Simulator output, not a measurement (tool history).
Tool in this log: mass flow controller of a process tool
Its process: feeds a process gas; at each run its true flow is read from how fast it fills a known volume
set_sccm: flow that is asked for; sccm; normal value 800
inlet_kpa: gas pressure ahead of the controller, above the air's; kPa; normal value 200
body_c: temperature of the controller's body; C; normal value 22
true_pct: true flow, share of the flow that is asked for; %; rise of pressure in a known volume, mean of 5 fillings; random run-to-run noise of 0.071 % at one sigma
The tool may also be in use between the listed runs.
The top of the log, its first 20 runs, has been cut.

| run | day | set_sccm | inlet_kpa | body_c | true_pct |
|---|---|---|---|---|---|
| 21 | 327.65 | 800 | 200 | 40 | 99.6 |
| 22 | 345.296 | 800 | 200 | 32 | 100.24 |
| 23 | 362.092 | 175 | 170 | 38 | 97.81 |
|  | 363.196 | controller's zero set anew |
| 24 | 380.517 | 241 | 225 | 33 | 98.81 |
| 25 | 390.208 | 241 | 184 | 22 | 99.52 |
| 26 | 402.533 | 241 | 184 | 22 | 99.37 |
|  | 407.367 | controller's zero set anew, once more |
| 27 | 415.458 | 197 | 232 | 22 | 100.93 |
| 28 | 434.833 | 197 | 232 | 22 | 100.94 |
| 29 | 456.075 | 197 | 232 | 22 | 101.01 |
| 30 | 477.358 | 159 | 187 | 38 | 99.67 |
| 31 | 493.125 | 159 | 152 | 38 | 99.62 |
| 32 | 508.546 | 176 | 197 | 36 | 99.93 |
| 33 | 522.45 | 121 | 200 | 38 | 99.58 |
| 34 | 543.729 | 800 | 217 | 20 | 101.76 |

Each row is a separate what-if for the run after 34, all from the same tool condition, not one after another. Results?
| A | 564.217 | 572 | 230 | 22 | ? |
| B | 564.217 | 800 | 200 | 22 | ? |
| C | 564.217 | 800 | 217 | 20 | ? |
| D | 564.217 | 261 | 200 | 22 | ? |
| E | 564.217 | 118 | 152 | 25 | ? |

| run | true_pct |
|---|---|
| A | 101.43 |
| B | 101.54 |
| C | 101.79 |
| D | 101.07 |
| E | 100.39 |
Without the tool's hidden state the same runs would have given:
| run | true_pct |
|---|---|
| A | 99.94 |
| B | 100.02 |
| C | 100.26 |
| D | 99.7 |
| E | 99.31 |
